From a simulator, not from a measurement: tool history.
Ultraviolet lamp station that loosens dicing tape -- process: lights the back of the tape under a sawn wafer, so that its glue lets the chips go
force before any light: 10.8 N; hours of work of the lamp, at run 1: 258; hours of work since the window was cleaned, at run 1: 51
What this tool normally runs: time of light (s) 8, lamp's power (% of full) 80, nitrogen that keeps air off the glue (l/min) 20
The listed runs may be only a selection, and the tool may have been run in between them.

run    hour  time of light (s)  lamp's power (% of full)  nitrogen that keeps air off the glue (l/min)  hours of work of the lamp  hours of work since the window was cleaned  force that peels the tape off (N)  light that reached the tape (mJ/cm2)
  1     0.0                  8                        80                                            20                        258                                          51                              1.414                                   260
  2    81.9                  8                        69                                            20                        300                                          93                              1.842                                   218
  3   155.3                  8                        69                                            20                        337                                         130                              2.085                                   210
  4   213.8                  8                        69                                            20                        367                                         160                              2.100                                   206
  5   288.8                  8                        69                                            20                        405                                         198                              2.181                                   197
  6   330.9                  8                        80                                            15                        427                                         220                              2.070                                   225
  7   411.2                  8                        80                                            15                        468                                         261                              2.200                                   220
  8   462.0                  8                        80                                            15                        494                                         287                              2.362                                   218
  9   504.4                  8                        80                                            20                        515                                         308                              2.044                                   209
 10   577.0                  8                        80                                            20                        552                                         345                              2.197                                   204
 11   638.3                  8                        80                                            20                        584                                         377                              2.228                                   194
 12   686.5                  6                        77                                            18                        608                                         401                              3.654                                   143
 13   773.5                  6                        68                                            18                        653                                         446                              4.413                                   119
      847.4  -- window cleaned of glue's vapour
 14   855.4                  6                        68                                            18                        694                                           4                              3.902                                   127
 15   929.3                  6                        85                                             6                        732                                          42                              4.637                                   152
      986.7  -- lamp changed
 16   994.4                  6                        85                                             6                          4                                          75                              2.999                                   232
 17  1046.0                  6                        85                                             6                         30                                         101                              3.036                                   226
 18  1124.3                 16                        93                                            14                         70                                         141                              0.339                                   645
 19  1175.1                 14                        77                                            20                         96                                         167                              0.460                                   457
 20  1227.9                  8                        83                                            10                        123                                         194                              1.820                                   277
 21  1322.3                  6                        80                                            14                        171                                         242                              2.559                                   193

Here are 5 independent what-if runs from the current tool condition. What would each one return?
  A  1411.8                  8                        80                                             7                        217                                         288                                  ?                                     ?
  B  1411.8                  6                        84                                             8                        217                                         288                                  ?                                     ?
  C  1411.8                  6                        97                                            14                        217                                         288                                  ?                                     ?
  D  1411.8                  6                        99                                            14                        217                                         288                                  ?                                     ?
  E  1411.8                  6                        60                                            14                        217                                         288                                  ?                                     ?

run  force that peels the tape off (N)  light that reached the tape (mJ/cm2)
  A                              2.587                                   246
  B                              3.334                                   195
  C                              2.162                                   228
  D                              2.094                                   230
  E                              3.906                                   140
What these runs would have given with no unlogged condition in the tool:
run  force that peels the tape off (N)  light that reached the tape (mJ/cm2)
  A                              1.882                                   304
  B                              2.546                                   241
  C                              1.521                                   282
  D                              1.466                                   284
  E                              3.092                                   173
